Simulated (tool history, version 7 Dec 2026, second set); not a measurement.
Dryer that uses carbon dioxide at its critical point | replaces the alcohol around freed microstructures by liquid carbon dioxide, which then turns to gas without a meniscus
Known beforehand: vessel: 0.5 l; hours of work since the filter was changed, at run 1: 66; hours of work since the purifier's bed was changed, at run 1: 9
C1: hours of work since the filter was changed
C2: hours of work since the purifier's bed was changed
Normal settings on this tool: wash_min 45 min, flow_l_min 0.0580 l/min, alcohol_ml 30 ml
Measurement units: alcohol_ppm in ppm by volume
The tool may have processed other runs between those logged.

run 1 hour=0.0 | wash_min=45 flow_l_min=0.0580 alcohol_ml=30 | C1=66 C2=9 | alcohol_ppm=717
run 2 hour=16.1 | wash_min=45 flow_l_min=0.0580 alcohol_ml=30 | C1=78 C2=21 | alcohol_ppm=756
run 3 hour=33.7 | wash_min=45 flow_l_min=0.0580 alcohol_ml=30 | C1=91 C2=34 | alcohol_ppm=744
run 4 hour=45.2 | wash_min=45 flow_l_min=0.0580 alcohol_ml=30 | C1=100 C2=43 | alcohol_ppm=760
run 5 hour=60.1 | wash_min=45 flow_l_min=0.0580 alcohol_ml=30 | C1=112 C2=55 | alcohol_ppm=788
run 6 hour=74.8 | wash_min=45 flow_l_min=0.0580 alcohol_ml=30 | C1=123 C2=66 | alcohol_ppm=821
run 7 hour=87.3 | wash_min=45 flow_l_min=0.0580 alcohol_ml=30 | C1=132 C2=75 | alcohol_ppm=818
run 8 hour=97.5 | wash_min=45 flow_l_min=0.0580 alcohol_ml=30 | C1=140 C2=83 | alcohol_ppm=806
run 9 hour=106.4 | wash_min=45 flow_l_min=0.0580 alcohol_ml=30 | C1=147 C2=90 | alcohol_ppm=819
run 10 hour=115.1 | wash_min=45 flow_l_min=0.0580 alcohol_ml=30 | C1=153 C2=96 | alcohol_ppm=814
run 11 hour=128.7 | wash_min=45 flow_l_min=0.0580 alcohol_ml=30 | C1=164 C2=107 | alcohol_ppm=843
run 12 hour=144.1 | wash_min=45 flow_l_min=0.0580 alcohol_ml=30 | C1=175 C2=118 | alcohol_ppm=847
run 13 hour=156.0 | wash_min=45 flow_l_min=0.0580 alcohol_ml=30 | C1=184 C2=127 | alcohol_ppm=854
run 14 hour=164.1 | wash_min=45 flow_l_min=0.0580 alcohol_ml=30 | C1=190 C2=133 | alcohol_ppm=860
run 15 hour=176.1 | wash_min=45 flow_l_min=0.0580 alcohol_ml=30 | C1=200 C2=143 | alcohol_ppm=889
run 16 hour=194.8 | wash_min=45 flow_l_min=0.0580 alcohol_ml=30 | C1=214 C2=157 | alcohol_ppm=891
run 17 hour=211.6 | wash_min=34 flow_l_min=0.0580 alcohol_ml=30 | C1=227 C2=170 | alcohol_ppm=2479
run 18 hour=229.3 | wash_min=34 flow_l_min=0.0580 alcohol_ml=30 | C1=240 C2=183 | alcohol_ppm=2469
run 19 hour=241.5 | wash_min=34 flow_l_min=0.0580 alcohol_ml=30 | C1=249 C2=192 | alcohol_ppm=2568
run 20 hour=258.0 | wash_min=45 flow_l_min=0.0580 alcohol_ml=56 | C1=262 C2=205 | alcohol_ppm=1763
run 21 hour=267.2 | wash_min=45 flow_l_min=0.0580 alcohol_ml=51 | C1=269 C2=212 | alcohol_ppm=1598
run 22 hour=281.7 | wash_min=45 flow_l_min=0.0580 alcohol_ml=51 | C1=280 C2=223 | alcohol_ppm=1609
run 23 hour=291.6 | wash_min=45 flow_l_min=0.0580 alcohol_ml=51 | C1=287 C2=230 | alcohol_ppm=1648
run 24 hour=302.8 | wash_min=47 flow_l_min=0.0369 alcohol_ml=93 | C1=296 C2=239 | alcohol_ppm=11465
run 25 hour=315.9 | wash_min=48 flow_l_min=0.0452 alcohol_ml=30 | C1=306 C2=249 | alcohol_ppm=1919
run 26 hour=329.8 | wash_min=45 flow_l_min=0.0812 alcohol_ml=23 | C1=316 C2=259 | alcohol_ppm=186
run 27 hour=338.3 | wash_min=45 flow_l_min=0.0580 alcohol_ml=57 | C1=323 C2=266 | alcohol_ppm=1869
run 28 hour=348.2 | wash_min=37 flow_l_min=0.0935 alcohol_ml=29 | C1=330 C2=273 | alcohol_ppm=310
run 29 hour=362.0 | wash_min=67 flow_l_min=0.0401 alcohol_ml=35 | C1=341 C2=284 | alcohol_ppm=1061
run 30 hour=370.1 | wash_min=63 flow_l_min=0.0794 alcohol_ml=27 | C1=347 C2=290 | alcohol_ppm=62
run 31 hour=385.0 | wash_min=45 flow_l_min=0.0928 alcohol_ml=62 | C1=358 C2=301 | alcohol_ppm=242
run 32 hour=403.4 | wash_min=44 flow_l_min=0.0469 alcohol_ml=30 | C1=372 C2=315 | alcohol_ppm=2414
run 33 hour=412.1 | wash_min=31 flow_l_min=0.0398 alcohol_ml=30 | C1=379 C2=322 | alcohol_ppm=8740
run 34 hour=424.2 | wash_min=31 flow_l_min=0.0398 alcohol_ml=30 | C1=388 C2=331 | alcohol_ppm=8869
run 35 hour=432.3 | wash_min=31 flow_l_min=0.0398 alcohol_ml=30 | C1=394 C2=337 | alcohol_ppm=8595
run 36 hour=447.2 | wash_min=33 flow_l_min=0.0938 alcohol_ml=25 | C1=405 C2=348 | alcohol_ppm=503
run 37 hour=456.8 | wash_min=33 flow_l_min=0.0938 alcohol_ml=25 | C1=413 C2=356 | alcohol_ppm=505
run 38 hour=467.6 | wash_min=52 flow_l_min=0.0769 alcohol_ml=48 | C1=421 C2=364 | alcohol_ppm=274
run 39 hour=480.3 | wash_min=45 flow_l_min=0.0593 alcohol_ml=30 | C1=431 C2=374 | alcohol_ppm=1035
run 40 hour=495.4 | wash_min=45 flow_l_min=0.0593 alcohol_ml=30 | C1=442 C2=385 | alcohol_ppm=1131
run 41 hour=512.9 | wash_min=45 flow_l_min=0.0568 alcohol_ml=57 | C1=455 C2=398 | alcohol_ppm=2370
run 42 hour=523.6 | wash_min=45 flow_l_min=0.0558 alcohol_ml=57 | C1=464 C2=407 | alcohol_ppm=2598
run 43 hour=537.8 | wash_min=45 flow_l_min=0.0888 alcohol_ml=63 | C1=474 C2=417 | alcohol_ppm=385
run 44 hour=545.7 | wash_min=45 flow_l_min=0.0888 alcohol_ml=63 | C1=480 C2=423 | alcohol_ppm=392
run 45 hour=563.0 | wash_min=45 flow_l_min=0.0888 alcohol_ml=63 | C1=493 C2=436 | alcohol_ppm=399
run 46 hour=575.2 | wash_min=45 flow_l_min=0.0888 alcohol_ml=63 | C1=503 C2=446 | alcohol_ppm=406

Each row is a separate what-if for the run after 46, all from the same tool condition, not one after another. Results?
run A hour=592.1 | wash_min=43 flow_l_min=0.0766 alcohol_ml=63 | C1=516 C2=459 | alcohol_ppm=?
run B hour=592.1 | wash_min=45 flow_l_min=0.0596 alcohol_ml=24 | C1=516 C2=459 | alcohol_ppm=?
run C hour=592.1 | wash_min=54 flow_l_min=0.0888 alcohol_ml=63 | C1=516 C2=459 | alcohol_ppm=?
run D hour=592.1 | wash_min=45 flow_l_min=0.0525 alcohol_ml=30 | C1=516 C2=459 | alcohol_ppm=?
run E hour=592.1 | wash_min=68 flow_l_min=0.0888 alcohol_ml=63 | C1=516 C2=459 | alcohol_ppm=?

run=A alcohol_ppm=1041
run=B alcohol_ppm=947
run=C alcohol_ppm=159
run=D alcohol_ppm=1828
run=E alcohol_ppm=89
Without the tool's unlogged condition, the same runs would have read:
run=A alcohol_ppm=459
run=B alcohol_ppm=476
run=C alcohol_ppm=27
run=D alcohol_ppm=1018
run=E alcohol_ppm=16
